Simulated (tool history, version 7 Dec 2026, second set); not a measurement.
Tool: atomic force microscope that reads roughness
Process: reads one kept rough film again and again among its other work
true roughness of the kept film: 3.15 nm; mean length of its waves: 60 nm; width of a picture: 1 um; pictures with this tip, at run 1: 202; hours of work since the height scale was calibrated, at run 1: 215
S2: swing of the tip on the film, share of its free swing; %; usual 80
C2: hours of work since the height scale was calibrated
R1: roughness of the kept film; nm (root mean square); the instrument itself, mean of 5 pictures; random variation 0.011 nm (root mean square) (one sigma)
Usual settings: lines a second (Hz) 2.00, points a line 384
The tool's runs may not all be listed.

run 1 hour=0.0 | lines_a_second_(Hz)=2.00 S2=80 points_a_line=384 | pictures_with_this_tip=202 C2=215 | R1=2.373
-- hour=2.4 new tip fitted
run 2 hour=10.4 | lines_a_second_(Hz)=2.23 S2=80 points_a_line=384 | pictures_with_this_tip=17 C2=222 | R1=2.449
run 3 hour=20.5 | lines_a_second_(Hz)=2.23 S2=80 points_a_line=679 | pictures_with_this_tip=39 C2=228 | R1=2.405
run 4 hour=28.1 | lines_a_second_(Hz)=2.23 S2=80 points_a_line=679 | pictures_with_this_tip=55 C2=232 | R1=2.405
run 5 hour=35.0 | lines_a_second_(Hz)=2.00 S2=80 points_a_line=384 | pictures_with_this_tip=69 C2=236 | R1=2.462
run 6 hour=47.4 | lines_a_second_(Hz)=3.16 S2=80 points_a_line=384 | pictures_with_this_tip=96 C2=244 | R1=2.195
run 7 hour=58.3 | lines_a_second_(Hz)=3.16 S2=80 points_a_line=384 | pictures_with_this_tip=119 C2=251 | R1=2.170
run 8 hour=66.5 | lines_a_second_(Hz)=3.16 S2=80 points_a_line=384 | pictures_with_this_tip=136 C2=256 | R1=2.202
run 9 hour=72.6 | lines_a_second_(Hz)=2.00 S2=87 points_a_line=384 | pictures_with_this_tip=149 C2=259 | R1=2.238
run 10 hour=81.1 | lines_a_second_(Hz)=2.00 S2=80 points_a_line=384 | pictures_with_this_tip=167 C2=265 | R1=2.393
run 11 hour=91.7 | lines_a_second_(Hz)=2.00 S2=80 points_a_line=384 | pictures_with_this_tip=190 C2=271 | R1=2.388

The next listed run, before its measurement:
-- hour=99.3 new tip fitted
run 12 hour=104.9 | lines_a_second_(Hz)=2.92 S2=59 points_a_line=650 | pictures_with_this_tip=12 C2=279 | R1=?

R1: 2.785 nm (root mean square)
Without the tool's hidden state the same run would have given R1 2.798 nm (root mean square).
